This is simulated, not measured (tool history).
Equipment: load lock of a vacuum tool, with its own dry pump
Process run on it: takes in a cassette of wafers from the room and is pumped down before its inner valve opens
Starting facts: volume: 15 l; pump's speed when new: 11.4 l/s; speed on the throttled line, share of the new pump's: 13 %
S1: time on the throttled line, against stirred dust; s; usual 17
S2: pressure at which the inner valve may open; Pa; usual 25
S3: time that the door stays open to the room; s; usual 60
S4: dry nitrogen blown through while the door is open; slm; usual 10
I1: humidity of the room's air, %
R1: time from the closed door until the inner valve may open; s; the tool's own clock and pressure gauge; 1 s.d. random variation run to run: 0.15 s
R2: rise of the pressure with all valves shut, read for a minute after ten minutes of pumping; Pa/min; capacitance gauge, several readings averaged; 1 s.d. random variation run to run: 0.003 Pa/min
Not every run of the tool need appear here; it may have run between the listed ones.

run,day,S1,S2,S3,S4,I1,R1,R2
1,0.000,17,25,60,10,42.7,26.4,0.037
2,3.208,17,25,60,10,45.2,26.4,0.036
3,5.092,17,25,60,10,48.6,26.3,0.041
4,6.688,17,25,60,10,46.7,26.2,0.035
5,9.533,17,25,60,10,43.6,26.3,0.046
6,13.225,17,25,60,10,46.8,26.2,0.041
7,15.188,13,25,60,10,46.3,22.9,0.042
8,17.312,13,25,60,10,45.3,22.6,0.036
9,19.104,17,25,60,10,48.9,26.5,0.039
10,20.896,17,25,151,10,47.1,26.4,0.075
11,23.483,17,25,151,10,46.6,26.4,0.061
12,25.742,17,25,151,10,49.4,26.4,0.066
13,27.608,17,25,151,10,47.2,26.2,0.069
14,30.354,17,24,60,25,44.9,26.2,0.028
15,33.562,17,24,60,25,47.3,26.8,0.030

Expected results for the next run?
16,36.062,29,43,60,18,46.1,?,?

Logged for run 16: R1 35.7 s, R2 0.037 Pa/min.
The same run, on a tool lacking any hidden state, would have yielded R1 35.2 s, R2 0.028 Pa/min.

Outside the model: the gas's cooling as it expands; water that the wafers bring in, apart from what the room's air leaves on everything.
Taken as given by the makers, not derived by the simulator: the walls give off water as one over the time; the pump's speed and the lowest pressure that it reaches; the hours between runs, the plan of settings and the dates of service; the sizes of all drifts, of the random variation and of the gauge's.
